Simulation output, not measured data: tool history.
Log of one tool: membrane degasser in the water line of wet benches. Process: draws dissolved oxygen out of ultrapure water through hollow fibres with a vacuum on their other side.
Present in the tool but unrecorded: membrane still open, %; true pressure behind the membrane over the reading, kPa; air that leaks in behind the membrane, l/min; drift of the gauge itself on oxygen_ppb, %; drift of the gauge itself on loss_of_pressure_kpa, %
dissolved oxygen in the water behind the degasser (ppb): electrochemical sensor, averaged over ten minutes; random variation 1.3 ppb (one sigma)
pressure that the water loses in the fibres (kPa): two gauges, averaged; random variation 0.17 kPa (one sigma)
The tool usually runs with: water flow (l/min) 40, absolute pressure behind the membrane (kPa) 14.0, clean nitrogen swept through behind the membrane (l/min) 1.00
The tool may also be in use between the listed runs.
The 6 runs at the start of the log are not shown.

run    hour  water flow (l/min)  absolute pressure behind the membrane (kPa)  clean nitrogen swept through behind the membrane (l/min)  hours since the membrane was changed  hours since the vacuum gauge was calibrated  hours since the vacuum lines were made tight  dissolved oxygen in the water behind the degasser (ppb)  pressure that the water loses in the fibres (kPa)
  7  1011.6                  26                                         14.0                                                      0.60                                  8861                                         3390                                          4492                                                    852.0                                              18.56
  8  1123.8                  40                                         14.0                                                      1.00                                  8974                                         3502                                          4604                                                    807.5                                              29.18
  9  1241.7                  40                                         14.0                                                      1.00                                  9092                                         3620                                          4722                                                    806.7                                              28.83
     1253.6  -- vacuum gauge calibrated
 10  1425.8                  40                                         14.0                                                      1.00                                  9275                                          172                                          4905                                                    809.1                                              29.02
     1607.8  -- vacuum gauge calibrated, once more
 11  1607.8                  40                                         14.0                                                      1.08                                  9457                                            0                                          5087                                                    762.2                                              28.94
 12  1788.5                  40                                         14.0                                                      1.08                                  9637                                          181                                          5267                                                    762.1                                              29.04
 13  1984.3                  40                                         14.0                                                      1.08                                  9833                                          376                                          5463                                                    761.5                                              28.95
 14  2155.0                  40                                         14.0                                                      1.08                                 10004                                          547                                          5634                                                    764.8                                              29.08
 15  2312.9                  40                                         14.0                                                      1.08                                 10162                                          705                                          5792                                                    760.5                                              29.45
 16  2499.2                  40                                         14.0                                                      1.08                                 10348                                          891                                          5978                                                    760.8                                              29.28
 17  2651.4                  40                                         14.0                                                      1.08                                 10500                                         1044                                          6130                                                    764.4                                              29.41
 18  2799.9                  43                                         15.2                                                      1.42                                 10649                                         1192                                          6279                                                    723.6                                              31.48
 19  2954.9                  35                                         12.7                                                      1.42                                 10804                                         1347                                          6434                                                    491.4                                              25.54
 20  3106.9                  35                                         12.7                                                      1.42                                 10956                                         1499                                          6586                                                    493.2                                              25.69
 21  3293.9                  59                                         12.7                                                      0.82                                 11143                                         1686                                          6773                                                   1094.9                                              43.62
 22  3415.8                  59                                         12.7                                                      0.82                                 11265                                         1808                                          6895                                                   1097.2                                              43.41
 23  3564.5                  36                                         14.0                                                      1.00                                 11413                                         1957                                          7043                                                    746.0                                              26.38
 24  3676.8                  24                                         13.1                                                      0.60                                 11526                                         2069                                          7156                                                    742.1                                              17.58
 25  3815.2                  40                                         27.2                                                      2.47                                 11664                                         2207                                          7294                                                    818.1                                              29.59
 26  3997.9                  40                                         27.2                                                      2.47                                 11847                                         2390                                          7477                                                    820.9                                              29.51
 27  4104.5                  45                                         22.9                                                      0.49                                 11953                                         2497                                          7583                                                   2310.4                                              33.09
 28  4269.0                  26                                         25.2                                                      1.00                                 12118                                         2661                                          7748                                                   1103.1                                              19.19
 29  4482.6                  26                                         25.2                                                      1.00                                 12331                                         2875                                          7961                                                   1103.0                                              18.99
 30  4670.8                  26                                         25.2                                                      1.00                                 12520                                         3063                                          8150                                                   1103.3                                              19.22
 31  4836.1                  26                                         25.2                                                      1.00                                 12685                                         3228                                          8315                                                   1102.8                                              19.37

Below are 4 alternative next runs, each starting from the tool's condition after run 31. Predict each:
  A  5015.7                  28                                         27.8                                                      0.73                                 12865                                         3408                                          8495                                                        ?                                                  ?
  B  5015.7                  62                                         17.8                                                      0.70                                 12865                                         3408                                          8495                                                        ?                                                  ?
  C  5015.7                  40                                         12.0                                                      1.10                                 12865                                         3408                                          8495                                                        ?                                                  ?
  D  5015.7                  37                                         25.2                                                      2.49                                 12865                                         3408                                          8495                                                        ?                                                  ?

run  dissolved oxygen in the water behind the degasser (ppb)  pressure that the water loses in the fibres (kPa)
  A                                                   1610.4                                              20.83
  B                                                   1798.1                                              46.45
  C                                                    628.2                                              29.48
  D                                                    707.8                                              27.58
With the hidden condition removed and each run's random variation left untouched, the same runs would have given:
run  dissolved oxygen in the water behind the degasser (ppb)  pressure that the water loses in the fibres (kPa)
  A                                                   1599.3                                              19.17
  B                                                   1786.8                                              42.75
  C                                                    618.0                                              27.11
  D                                                    697.4                                              25.38
